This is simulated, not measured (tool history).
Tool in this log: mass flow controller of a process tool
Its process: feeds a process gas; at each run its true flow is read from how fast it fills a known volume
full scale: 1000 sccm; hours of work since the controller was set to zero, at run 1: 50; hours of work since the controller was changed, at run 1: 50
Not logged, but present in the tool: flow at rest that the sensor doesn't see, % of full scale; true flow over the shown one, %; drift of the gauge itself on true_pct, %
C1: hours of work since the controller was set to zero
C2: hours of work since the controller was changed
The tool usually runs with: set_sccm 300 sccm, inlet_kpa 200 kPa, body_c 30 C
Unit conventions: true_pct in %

run 1 hour=0 | set_sccm=300 inlet_kpa=200 body_c=30 | C1=50 C2=50 | true_pct=98.48
run 2 hour=161.8 | set_sccm=300 inlet_kpa=200 body_c=30 | C1=141 C2=141 | true_pct=98.48
run 3 hour=403.4 | set_sccm=300 inlet_kpa=200 body_c=30 | C1=277 C2=277 | true_pct=98.43
run 4 hour=574.4 | set_sccm=300 inlet_kpa=200 body_c=30 | C1=373 C2=373 | true_pct=98.21
run 5 hour=808.3 | set_sccm=300 inlet_kpa=200 body_c=30 | C1=504 C2=504 | true_pct=98.13
run 6 hour=978.5 | set_sccm=300 inlet_kpa=200 body_c=21 | C1=600 C2=600 | true_pct=97.38
run 7 hour=1173.5 | set_sccm=300 inlet_kpa=200 body_c=21 | C1=710 C2=710 | true_pct=97.45
run 8 hour=1300.6 | set_sccm=300 inlet_kpa=200 body_c=21 | C1=781 C2=781 | true_pct=97.24
run 9 hour=1482 | set_sccm=981 inlet_kpa=200 body_c=30 | C1=883 C2=883 | true_pct=100.09
run 10 hour=1670.2 | set_sccm=981 inlet_kpa=220 body_c=30 | C1=989 C2=989 | true_pct=99.95
run 11 hour=1784.2 | set_sccm=981 inlet_kpa=220 body_c=30 | C1=1053 C2=1053 | true_pct=99.88
run 12 hour=2013.7 | set_sccm=300 inlet_kpa=200 body_c=36 | C1=1182 C2=1182 | true_pct=98.47
run 13 hour=2277 | set_sccm=300 inlet_kpa=200 body_c=36 | C1=1330 C2=1330 | true_pct=98.53
run 14 hour=2505.2 | set_sccm=300 inlet_kpa=200 body_c=36 | C1=1458 C2=1458 | true_pct=98.44
run 15 hour=2633.1 | set_sccm=300 inlet_kpa=200 body_c=30 | C1=1530 C2=1530 | true_pct=97.67
run 16 hour=2756.5 | set_sccm=300 inlet_kpa=200 body_c=28 | C1=1599 C2=1599 | true_pct=97.52
run 17 hour=2975.4 | set_sccm=300 inlet_kpa=200 body_c=28 | C1=1722 C2=1722 | true_pct=97.3
run 18 hour=3096.9 | set_sccm=300 inlet_kpa=200 body_c=30 | C1=1790 C2=1790 | true_pct=97.59
run 19 hour=3313.7 | set_sccm=519 inlet_kpa=200 body_c=30 | C1=1912 C2=1912 | true_pct=98.3
run 20 hour=3545.2 | set_sccm=519 inlet_kpa=200 body_c=30 | C1=2042 C2=2042 | true_pct=98.12
run 21 hour=3667 | set_sccm=519 inlet_kpa=200 body_c=30 | C1=2111 C2=2111 | true_pct=98.2
run 22 hour=3861.7 | set_sccm=519 inlet_kpa=200 body_c=30 | C1=2220 C2=2220 | true_pct=98.1
run 23 hour=4052.2 | set_sccm=977 inlet_kpa=200 body_c=30 | C1=2327 C2=2327 | true_pct=99.44
run 24 hour=4274.2 | set_sccm=300 inlet_kpa=200 body_c=30 | C1=2452 C2=2452 | true_pct=97.27
run 25 hour=4461.5 | set_sccm=300 inlet_kpa=200 body_c=30 | C1=2557 C2=2557 | true_pct=97.01
run 26 hour=4587.9 | set_sccm=198 inlet_kpa=164 body_c=34 | C1=2628 C2=2628 | true_pct=97.1
run 27 hour=4748.3 | set_sccm=300 inlet_kpa=193 body_c=27 | C1=2718 C2=2718 | true_pct=96.64
run 28 hour=4943.3 | set_sccm=300 inlet_kpa=193 body_c=27 | C1=2828 C2=2828 | true_pct=96.81
run 29 hour=5164.9 | set_sccm=300 inlet_kpa=220 body_c=24 | C1=2952 C2=2952 | true_pct=96.37
run 30 hour=5320.9 | set_sccm=899 inlet_kpa=267 body_c=24 | C1=3040 C2=3040 | true_pct=98.28
run 31 hour=5498.4 | set_sccm=899 inlet_kpa=267 body_c=24 | C1=3140 C2=3140 | true_pct=98.19
run 32 hour=5688 | set_sccm=859 inlet_kpa=212 body_c=28 | C1=3246 C2=3246 | true_pct=98.69
run 33 hour=5946 | set_sccm=859 inlet_kpa=212 body_c=28 | C1=3391 C2=3391 | true_pct=98.48
run 34 hour=6081.6 | set_sccm=770 inlet_kpa=266 body_c=28 | C1=3467 C2=3467 | true_pct=98.12
run 35 hour=6204.1 | set_sccm=770 inlet_kpa=266 body_c=28 | C1=3536 C2=3536 | true_pct=98.06
run 36 hour=6333.8 | set_sccm=770 inlet_kpa=250 body_c=25 | C1=3609 C2=3609 | true_pct=97.81
run 37 hour=6583.4 | set_sccm=770 inlet_kpa=250 body_c=25 | C1=3749 C2=3749 | true_pct=97.75
run 38 hour=6791.6 | set_sccm=770 inlet_kpa=250 body_c=25 | C1=3866 C2=3866 | true_pct=97.7
run 39 hour=7039.1 | set_sccm=733 inlet_kpa=156 body_c=20 | C1=4005 C2=4005 | true_pct=97.16
run 40 hour=7152.5 | set_sccm=733 inlet_kpa=156 body_c=20 | C1=4069 C2=4069 | true_pct=97.18
run 41 hour=7408.3 | set_sccm=733 inlet_kpa=156 body_c=20 | C1=4213 C2=4213 | true_pct=97.01
run 42 hour=7588.8 | set_sccm=578 inlet_kpa=200 body_c=25 | C1=4314 C2=4314 | true_pct=97.01
run 43 hour=7772.7 | set_sccm=578 inlet_kpa=200 body_c=25 | C1=4418 C2=4418 | true_pct=96.82
run 44 hour=7982.8 | set_sccm=185 inlet_kpa=274 body_c=25 | C1=4536 C2=4536 | true_pct=94.77
run 45 hour=8237.4 | set_sccm=185 inlet_kpa=274 body_c=25 | C1=4679 C2=4679 | true_pct=94.75
run 46 hour=8432.1 | set_sccm=511 inlet_kpa=200 body_c=30 | C1=4788 C2=4788 | true_pct=97
run 47 hour=8553.2 | set_sccm=166 inlet_kpa=194 body_c=30 | C1=4856 C2=4856 | true_pct=94.93
run 48 hour=8778.2 | set_sccm=300 inlet_kpa=184 body_c=30 | C1=4983 C2=4983 | true_pct=95.97
run 49 hour=9043 | set_sccm=300 inlet_kpa=184 body_c=30 | C1=5131 C2=5131 | true_pct=95.87

Each row is a separate what-if for the run after 49, all from the same tool condition, not one after another. Results?
run A hour=9204.7 | set_sccm=487 inlet_kpa=255 body_c=20 | C1=5222 C2=5222 | true_pct=?
run B hour=9204.7 | set_sccm=300 inlet_kpa=212 body_c=32 | C1=5222 C2=5222 | true_pct=?
run C hour=9204.7 | set_sccm=164 inlet_kpa=200 body_c=38 | C1=5222 C2=5222 | true_pct=?

run=A true_pct=95.59
run=B true_pct=95.97
run=C true_pct=95.33
Take away the tool's hidden state, keep each run's random variation, and the runs would have read:
run=A true_pct=97.95
run=B true_pct=98.7
run=C true_pct=98.85
